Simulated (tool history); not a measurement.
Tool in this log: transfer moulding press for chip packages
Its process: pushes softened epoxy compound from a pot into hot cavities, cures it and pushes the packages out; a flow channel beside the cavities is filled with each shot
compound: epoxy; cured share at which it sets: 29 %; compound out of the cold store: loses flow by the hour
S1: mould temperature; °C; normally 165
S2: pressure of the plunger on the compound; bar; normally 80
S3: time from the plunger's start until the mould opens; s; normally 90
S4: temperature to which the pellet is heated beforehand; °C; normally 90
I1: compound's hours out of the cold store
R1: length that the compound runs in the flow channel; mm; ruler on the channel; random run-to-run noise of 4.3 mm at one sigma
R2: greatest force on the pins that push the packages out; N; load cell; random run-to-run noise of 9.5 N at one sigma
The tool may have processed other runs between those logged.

{"run": 1, "hour": 0.0, "S1": 165, "S2": 80, "S3": 90, "S4": 90, "I1": 16.9, "R1": 914, "R2": 462}
{"hour": 28.7, "done": "cavities cleaned with cleaning compound and waxed"}
{"hour": 63.4, "done": "cavities cleaned with cleaning compound and waxed"}
{"run": 2, "hour": 72.4, "S1": 165, "S2": 80, "S3": 90, "S4": 90, "I1": 20.9, "R1": 890, "R2": 453}
{"hour": 95.3, "done": "plunger's sealing rings changed"}
{"hour": 103.3, "done": "cavities cleaned with cleaning compound and waxed"}
{"hour": 141.1, "done": "cavities cleaned with cleaning compound and waxed"}
{"run": 3, "hour": 141.2, "S1": 165, "S2": 80, "S3": 90, "S4": 90, "I1": 10.6, "R1": 949, "R2": 467}
{"hour": 175.0, "done": "cavities cleaned with cleaning compound and waxed"}
{"hour": 210.1, "done": "cavities cleaned with cleaning compound and waxed"}
{"run": 4, "hour": 221.4, "S1": 165, "S2": 80, "S3": 90, "S4": 90, "I1": 10.9, "R1": 948, "R2": 488}
{"hour": 246.8, "done": "cavities cleaned with cleaning compound and waxed"}
{"run": 5, "hour": 275.9, "S1": 165, "S2": 80, "S3": 90, "S4": 90, "I1": 38.9, "R1": 782, "R2": 442}
{"hour": 283.0, "done": "cavities cleaned with cleaning compound and waxed"}
{"hour": 320.6, "done": "cavities cleaned with cleaning compound and waxed"}
{"run": 6, "hour": 348.7, "S1": 165, "S2": 80, "S3": 90, "S4": 90, "I1": 37.6, "R1": 792, "R2": 433}
{"hour": 354.7, "done": "cavities cleaned with cleaning compound and waxed"}
{"hour": 390.9, "done": "cavities cleaned with cleaning compound and waxed"}
{"run": 7, "hour": 393.0, "S1": 165, "S2": 80, "S3": 90, "S4": 90, "I1": 30.6, "R1": 835, "R2": 451}
{"hour": 426.0, "done": "cavities cleaned with cleaning compound and waxed"}
{"hour": 432.8, "done": "plunger's sealing rings changed"}
{"hour": 461.9, "done": "cavities cleaned with cleaning compound and waxed"}
{"run": 8, "hour": 473.0, "S1": 165, "S2": 80, "S3": 90, "S4": 90, "I1": 45.9, "R1": 750, "R2": 430}
{"hour": 499.6, "done": "cavities cleaned with cleaning compound and waxed"}
{"hour": 535.3, "done": "cavities cleaned with cleaning compound and waxed"}
{"run": 9, "hour": 552.3, "S1": 165, "S2": 80, "S3": 90, "S4": 90, "I1": 34.6, "R1": 809, "R2": 440}
{"hour": 572.8, "done": "cavities cleaned with cleaning compound and waxed"}
{"hour": 607.6, "done": "cavities cleaned with cleaning compound and waxed"}
{"run": 10, "hour": 616.7, "S1": 165, "S2": 80, "S3": 90, "S4": 90, "I1": 21.1, "R1": 878, "R2": 436}
{"hour": 641.2, "done": "cavities cleaned with cleaning compound and waxed"}
{"hour": 676.1, "done": "cavities cleaned with cleaning compound and waxed"}
{"run": 11, "hour": 689.7, "S1": 165, "S2": 80, "S3": 100, "S4": 90, "I1": 19, "R1": 900, "R2": 378}
{"hour": 710.5, "done": "cavities cleaned with cleaning compound and waxed"}
{"run": 12, "hour": 722.6, "S1": 165, "S2": 80, "S3": 100, "S4": 90, "I1": 39.5, "R1": 782, "R2": 366}
{"hour": 748.7, "done": "cavities cleaned with cleaning compound and waxed"}
{"run": 13, "hour": 760.3, "S1": 165, "S2": 80, "S3": 100, "S4": 90, "I1": 19.8, "R1": 893, "R2": 383}
{"hour": 768.6, "done": "plunger's sealing rings changed"}
{"hour": 785.4, "done": "cavities cleaned with cleaning compound and waxed"}
{"run": 14, "hour": 799.2, "S1": 165, "S2": 76.4, "S3": 103, "S4": 90, "I1": 9.1, "R1": 948, "R2": 366}
{"hour": 819.8, "done": "mould's thermocouples calibrated"}
{"hour": 821.3, "done": "cavities cleaned with cleaning compound and waxed"}
{"hour": 858.3, "done": "cavities cleaned with cleaning compound and waxed"}
{"run": 15, "hour": 876.2, "S1": 170, "S2": 80, "S3": 90, "S4": 90, "I1": 19.1, "R1": 888, "R2": 370}
{"hour": 893.1, "done": "cavities cleaned with cleaning compound and waxed"}
{"hour": 930.1, "done": "cavities cleaned with cleaning compound and waxed"}
{"run": 16, "hour": 937.6, "S1": 170, "S2": 80, "S3": 90, "S4": 90, "I1": 24.8, "R1": 860, "R2": 375}
{"hour": 967.2, "done": "cavities cleaned with cleaning compound and waxed"}
{"hour": 1000.8, "done": "cavities cleaned with cleaning compound and waxed"}
{"run": 17, "hour": 1000.8, "S1": 170, "S2": 80, "S3": 90, "S4": 90, "I1": 33, "R1": 804, "R2": 354}
{"hour": 1037.3, "done": "cavities cleaned with cleaning compound and waxed"}
{"run": 18, "hour": 1039.4, "S1": 165, "S2": 75.6, "S3": 90, "S4": 89, "I1": 18.1, "R1": 874, "R2": 460}
{"hour": 1071.5, "done": "cavities cleaned with cleaning compound and waxed"}
{"hour": 1106.8, "done": "plunger's sealing rings changed"}
{"hour": 1108.3, "done": "cavities cleaned with cleaning compound and waxed"}
{"run": 19, "hour": 1113.2, "S1": 159, "S2": 75.6, "S3": 78, "S4": 87, "I1": 41.3, "R1": 761, "R2": 882}
{"hour": 1146.3, "done": "cavities cleaned with cleaning compound and waxed"}
{"hour": 1179.1, "done": "cavities cleaned with cleaning compound and waxed"}
{"run": 20, "hour": 1188.1, "S1": 165, "S2": 61.4, "S3": 78, "S4": 95, "I1": 25.7, "R1": 743, "R2": 592}
{"hour": 1216.4, "done": "cavities cleaned with cleaning compound and waxed"}
{"hour": 1254.9, "done": "cavities cleaned with cleaning compound and waxed"}
{"run": 21, "hour": 1266.2, "S1": 165, "S2": 61.4, "S3": 78, "S4": 95, "I1": 11.8, "R1": 823, "R2": 643}

3 options for the next run, each taken on its own from the tool as it stands now. Forecast them:
{"hour": 1287.6, "done": "cavities cleaned with cleaning compound and waxed"}
{"hour": 1324.8, "done": "cavities cleaned with cleaning compound and waxed"}
{"run": "A", "hour": 1337.9, "S1": 163, "S2": 61.4, "S3": 78, "S4": 95, "I1": 16.6, "R1": "?", "R2": "?"}
{"hour": 1287.6, "done": "cavities cleaned with cleaning compound and waxed"}
{"hour": 1324.8, "done": "cavities cleaned with cleaning compound and waxed"}
{"run": "B", "hour": 1337.9, "S1": 165, "S2": 70.1, "S3": 116, "S4": 91, "I1": 18.1, "R1": "?", "R2": "?"}
{"hour": 1287.6, "done": "cavities cleaned with cleaning compound and waxed"}
{"hour": 1324.8, "done": "cavities cleaned with cleaning compound and waxed"}
{"run": "C", "hour": 1337.9, "S1": 164, "S2": 80, "S3": 106, "S4": 90, "I1": 26, "R1": "?", "R2": "?"}

run=A R1=811 R2=729
run=B R1=851 R2=347
run=C R1=856 R2=371
With no hidden state in the tool, these same runs would have given:
run=A R1=812 R2=725
run=B R1=852 R2=345
run=C R1=857 R2=369
